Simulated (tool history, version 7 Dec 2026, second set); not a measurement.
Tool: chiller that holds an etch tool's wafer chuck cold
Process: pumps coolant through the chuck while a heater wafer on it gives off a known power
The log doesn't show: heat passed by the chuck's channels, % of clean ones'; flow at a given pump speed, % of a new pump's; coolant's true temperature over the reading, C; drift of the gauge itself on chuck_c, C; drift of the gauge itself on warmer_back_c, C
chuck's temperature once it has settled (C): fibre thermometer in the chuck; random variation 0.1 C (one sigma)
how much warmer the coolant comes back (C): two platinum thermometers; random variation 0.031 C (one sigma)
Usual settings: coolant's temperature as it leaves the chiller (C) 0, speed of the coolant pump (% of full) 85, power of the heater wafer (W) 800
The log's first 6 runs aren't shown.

run   hour  coolant's temperature as it leaves the chiller (C)  speed of the coolant pump (% of full)  power of the heater wafer (W)  hours since the coolant was changed and the channels were flushed  hours since the pump was overhauled  hours since the chiller's thermometer was calibrated  chuck's temperature once it has settled (C)  how much warmer the coolant comes back (C)
  7  133.7                                                  -9                                     85                            800                                                               3499                                  277                                                  1133                                          0.0                                        2.94
  8  160.0                                                   0                                     85                            800                                                               3525                                  304                                                  1159                                          9.2                                        3.04
  9  176.6                                                   0                                     72                            800                                                               3542                                  320                                                  1176                                         10.4                                        3.53
 10  207.5                                                   0                                     64                            800                                                               3573                                  351                                                  1207                                         11.5                                        4.01
 11  225.8                                                   0                                     64                            800                                                               3591                                  370                                                  1225                                         11.7                                        4.02
 12  251.3                                                   0                                     64                            800                                                               3616                                  395                                                  1251                                         11.5                                        3.98
 13  275.2                                                   0                                     64                            575                                                               3640                                  419                                                  1275                                          8.6                                        2.92
 14  290.1                                                   0                                     64                            575                                                               3655                                  434                                                  1290                                          8.4                                        2.88
 15  306.2                                                   0                                     85                            800                                                               3671                                  450                                                  1306                                          9.4                                        2.95
 16  334.2                                                   0                                     85                            664                                                               3699                                  478                                                  1334                                          7.8                                        2.53

Forecast run 17:
 17  360.3                                                   0                                     85                            664                                                               3726                                  504                                                  1360                                            ?                                           ?

chuck's temperature once it has settled (C): 7.8
how much warmer the coolant comes back (C): 2.48
Without the tool's hidden state the same run would have given chuck's temperature once it has settled (C) 7.0, how much warmer the coolant comes back (C) 2.48.

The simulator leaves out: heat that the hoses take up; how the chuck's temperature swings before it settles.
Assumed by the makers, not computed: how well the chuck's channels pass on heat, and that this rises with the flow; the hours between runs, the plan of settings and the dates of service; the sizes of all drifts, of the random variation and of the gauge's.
